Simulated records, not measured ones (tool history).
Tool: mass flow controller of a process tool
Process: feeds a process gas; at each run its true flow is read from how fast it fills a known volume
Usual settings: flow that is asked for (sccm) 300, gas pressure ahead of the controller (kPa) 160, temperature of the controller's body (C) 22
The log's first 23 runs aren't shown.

| run | hour | flow that is asked for (sccm) | gas pressure ahead of the controller (kPa) | temperature of the controller's body (C) | true flow (%) |
|---|---|---|---|---|---|
| 24 | 3395.7 | 300 | 160 | 22 | 98.51 |
| 25 | 3603.5 | 300 | 204 | 22 | 98.77 |
| 26 | 3732.5 | 300 | 227 | 40 | 99.9 |
| 27 | 3932.8 | 300 | 227 | 40 | 100.01 |
| 28 | 4061.2 | 988 | 211 | 22 | 98.85 |
| 29 | 4232.2 | 988 | 211 | 22 | 98.83 |
| 30 | 4378 | 656 | 272 | 37 | 99.66 |
| 31 | 4558.6 | 104 | 261 | 24 | 102.09 |
| 32 | 4760.9 | 381 | 196 | 22 | 98.52 |
| 33 | 4948.9 | 539 | 160 | 24 | 98.18 |
|  | 4962.8 | controller's zero set anew |
| 34 | 5057.6 | 354 | 156 | 36 | 100.07 |
| 35 | 5147.5 | 209 | 226 | 36 | 101.98 |
| 36 | 5277.1 | 124 | 187 | 24 | 103.87 |
| 37 | 5375.2 | 124 | 187 | 24 | 104.04 |
| 38 | 5575.7 | 300 | 175 | 22 | 99.86 |
| 39 | 5745.6 | 122 | 200 | 23 | 104.25 |
| 40 | 5937.2 | 193 | 198 | 23 | 101.48 |
| 41 | 6074.1 | 300 | 141 | 34 | 100.27 |
|  | 6095 | controller's zero set anew, once more |
| 42 | 6162.6 | 316 | 248 | 22 | 97.11 |
| 43 | 6265.8 | 316 | 248 | 22 | 97.07 |
| 44 | 6452.1 | 316 | 248 | 22 | 97.09 |
| 45 | 6588.5 | 316 | 248 | 22 | 97.19 |
| 46 | 6703.6 | 206 | 240 | 30 | 97.75 |

Forecast run 47:
| 47 | 6839.3 | 206 | 240 | 30 | ? |

true flow (%): 97.45
Without the tool's hidden state the same run would have given true flow (%) 99.29.
